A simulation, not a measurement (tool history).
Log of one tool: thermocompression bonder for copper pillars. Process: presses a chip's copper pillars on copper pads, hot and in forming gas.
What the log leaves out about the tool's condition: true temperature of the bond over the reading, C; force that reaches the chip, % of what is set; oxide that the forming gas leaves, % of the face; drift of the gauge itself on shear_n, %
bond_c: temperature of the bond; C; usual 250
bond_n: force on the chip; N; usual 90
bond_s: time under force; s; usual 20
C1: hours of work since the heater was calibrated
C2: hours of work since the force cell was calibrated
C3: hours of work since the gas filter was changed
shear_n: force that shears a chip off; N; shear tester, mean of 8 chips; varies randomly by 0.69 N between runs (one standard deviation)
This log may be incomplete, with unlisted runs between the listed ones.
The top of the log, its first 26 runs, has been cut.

{"run": 27, "hour": 1429.3, "bond_c": 275, "bond_n": 79, "bond_s": 36, "C1": 720, "C2": 878, "C3": 235, "shear_n": 74.3}
{"run": 28, "hour": 1503.6, "bond_c": 275, "bond_n": 79, "bond_s": 36, "C1": 752, "C2": 910, "C3": 267, "shear_n": 74.6}
{"run": 29, "hour": 1538.9, "bond_c": 275, "bond_n": 79, "bond_s": 36, "C1": 767, "C2": 925, "C3": 282, "shear_n": 75.8}
{"run": 30, "hour": 1611.3, "bond_c": 229, "bond_n": 90, "bond_s": 30, "C1": 798, "C2": 956, "C3": 313, "shear_n": 39.3}
{"hour": 1631.5, "done": "forming gas filter changed"}
{"run": 31, "hour": 1670.3, "bond_c": 229, "bond_n": 90, "bond_s": 30, "C1": 823, "C2": 981, "C3": 17, "shear_n": 40}
{"run": 32, "hour": 1715.7, "bond_c": 229, "bond_n": 56, "bond_s": 13, "C1": 843, "C2": 1000, "C3": 36, "shear_n": 17}
{"run": 33, "hour": 1787.8, "bond_c": 229, "bond_n": 100, "bond_s": 45, "C1": 874, "C2": 1031, "C3": 67, "shear_n": 51}
{"run": 34, "hour": 1848.9, "bond_c": 229, "bond_n": 100, "bond_s": 45, "C1": 900, "C2": 1057, "C3": 93, "shear_n": 50}
{"run": 35, "hour": 1894.8, "bond_c": 260, "bond_n": 86, "bond_s": 57, "C1": 920, "C2": 1077, "C3": 113, "shear_n": 76}
{"hour": 1931.0, "done": "heater calibrated with a thermocouple chip"}
{"run": 36, "hour": 1932.7, "bond_c": 229, "bond_n": 111, "bond_s": 51, "C1": 1, "C2": 1092, "C3": 128, "shear_n": 57.6}
{"run": 37, "hour": 2001.6, "bond_c": 261, "bond_n": 70, "bond_s": 22, "C1": 30, "C2": 1122, "C3": 158, "shear_n": 47.1}
{"run": 38, "hour": 2032.6, "bond_c": 261, "bond_n": 70, "bond_s": 22, "C1": 44, "C2": 1135, "C3": 171, "shear_n": 48.7}
{"run": 39, "hour": 2069.9, "bond_c": 250, "bond_n": 105, "bond_s": 25, "C1": 60, "C2": 1151, "C3": 187, "shear_n": 58.7}
{"run": 40, "hour": 2142.7, "bond_c": 250, "bond_n": 105, "bond_s": 25, "C1": 91, "C2": 1182, "C3": 218, "shear_n": 59.6}

Alternative continuations, all from the tool just after run 40; predict every row:
{"run": "A", "hour": 2205.1, "bond_c": 223, "bond_n": 68, "bond_s": 20, "C1": 117, "C2": 1209, "C3": 245, "shear_n": "?"}
{"run": "B", "hour": 2205.1, "bond_c": 230, "bond_n": 105, "bond_s": 25, "C1": 117, "C2": 1209, "C3": 245, "shear_n": "?"}
{"run": "C", "hour": 2205.1, "bond_c": 250, "bond_n": 116, "bond_s": 33, "C1": 117, "C2": 1209, "C3": 245, "shear_n": "?"}

run=A shear_n=21.4
run=B shear_n=41.2
run=C shear_n=68.9
Without the tool's hidden state the same runs would have given:
run=A shear_n=21.5
run=B shear_n=41.3
run=C shear_n=69.1
